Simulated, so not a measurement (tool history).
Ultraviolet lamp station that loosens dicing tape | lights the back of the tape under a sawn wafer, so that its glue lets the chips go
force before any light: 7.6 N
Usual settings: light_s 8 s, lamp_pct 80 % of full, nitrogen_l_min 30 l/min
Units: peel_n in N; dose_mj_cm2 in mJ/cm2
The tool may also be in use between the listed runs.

run 1 hour=0 | light_s=8 lamp_pct=80 nitrogen_l_min=30 | peel_n=0.473 dose_mj_cm2=321
run 2 hour=58.3 | light_s=8 lamp_pct=80 nitrogen_l_min=30 | peel_n=0.473 dose_mj_cm2=323
run 3 hour=108.1 | light_s=8 lamp_pct=68 nitrogen_l_min=30 | peel_n=0.66 dose_mj_cm2=273
run 4 hour=149.3 | light_s=8 lamp_pct=80 nitrogen_l_min=30 | peel_n=0.513 dose_mj_cm2=320
run 5 hour=231.4 | light_s=8 lamp_pct=79 nitrogen_l_min=30 | peel_n=0.5 dose_mj_cm2=316
run 6 hour=299.2 | light_s=8 lamp_pct=79 nitrogen_l_min=23 | peel_n=0.609 dose_mj_cm2=319
run 7 hour=374.6 | light_s=8 lamp_pct=80 nitrogen_l_min=30 | peel_n=0.492 dose_mj_cm2=328
run 8 hour=428.7 | light_s=8 lamp_pct=68 nitrogen_l_min=30 | peel_n=0.68 dose_mj_cm2=272
run 9 hour=512.1 | light_s=8 lamp_pct=80 nitrogen_l_min=30 | peel_n=0.466 dose_mj_cm2=326
run 10 hour=598 | light_s=12 lamp_pct=80 nitrogen_l_min=30 | peel_n=0.239 dose_mj_cm2=485
run 11 hour=683.1 | light_s=12 lamp_pct=80 nitrogen_l_min=30 | peel_n=0.226 dose_mj_cm2=485
run 12 hour=723.1 | light_s=12 lamp_pct=80 nitrogen_l_min=30 | peel_n=0.239 dose_mj_cm2=482
run 13 hour=795 | light_s=12 lamp_pct=80 nitrogen_l_min=30 | peel_n=0.23 dose_mj_cm2=483
run 14 hour=849.4 | light_s=12 lamp_pct=80 nitrogen_l_min=30 | peel_n=0.243 dose_mj_cm2=486
-- hour=894.6 window cleaned of glue's vapour
run 15 hour=913.1 | light_s=12 lamp_pct=80 nitrogen_l_min=30 | peel_n=0.235 dose_mj_cm2=490
run 16 hour=995.9 | light_s=6 lamp_pct=73 nitrogen_l_min=24 | peel_n=1.193 dose_mj_cm2=223
run 17 hour=1064.7 | light_s=8 lamp_pct=80 nitrogen_l_min=23 | peel_n=0.579 dose_mj_cm2=323
run 18 hour=1118.2 | light_s=8 lamp_pct=62 nitrogen_l_min=35 | peel_n=0.704 dose_mj_cm2=250
run 19 hour=1202.1 | light_s=8 lamp_pct=62 nitrogen_l_min=35 | peel_n=0.736 dose_mj_cm2=250
-- hour=1219.7 lamp changed
run 20 hour=1287.5 | light_s=8 lamp_pct=80 nitrogen_l_min=10 | peel_n=1.187 dose_mj_cm2=318
run 21 hour=1369 | light_s=15 lamp_pct=70 nitrogen_l_min=33 | peel_n=0.191 dose_mj_cm2=533
run 22 hour=1421.7 | light_s=15 lamp_pct=98 nitrogen_l_min=55 | peel_n=0.167 dose_mj_cm2=741
run 23 hour=1497.3 | light_s=15 lamp_pct=98 nitrogen_l_min=19 | peel_n=0.172 dose_mj_cm2=741
run 24 hour=1554.5 | light_s=15 lamp_pct=98 nitrogen_l_min=19 | peel_n=0.179 dose_mj_cm2=730
run 25 hour=1619 | light_s=15 lamp_pct=98 nitrogen_l_min=19 | peel_n=0.185 dose_mj_cm2=744
run 26 hour=1679.9 | light_s=8 lamp_pct=83 nitrogen_l_min=40 | peel_n=0.373 dose_mj_cm2=332
run 27 hour=1716.3 | light_s=13 lamp_pct=61 nitrogen_l_min=50 | peel_n=0.235 dose_mj_cm2=398

4 ways to go on from here, each from the tool as it stands after run 27. What would each give?
run A hour=1762.6 | light_s=13 lamp_pct=61 nitrogen_l_min=17 | peel_n=? dose_mj_cm2=?
run B hour=1762.6 | light_s=8 lamp_pct=65 nitrogen_l_min=39 | peel_n=? dose_mj_cm2=?
run C hour=1762.6 | light_s=15 lamp_pct=64 nitrogen_l_min=19 | peel_n=? dose_mj_cm2=?
run D hour=1762.6 | light_s=8 lamp_pct=80 nitrogen_l_min=30 | peel_n=? dose_mj_cm2=?

run=A peel_n=0.506 dose_mj_cm2=400
run=B peel_n=0.618 dose_mj_cm2=264
run=C peel_n=0.314 dose_mj_cm2=481
run=D peel_n=0.476 dose_mj_cm2=323
Without the tool's hidden state the same runs would have given:
run=A peel_n=0.504 dose_mj_cm2=401
run=B peel_n=0.617 dose_mj_cm2=264
run=C peel_n=0.313 dose_mj_cm2=482
run=D peel_n=0.475 dose_mj_cm2=324
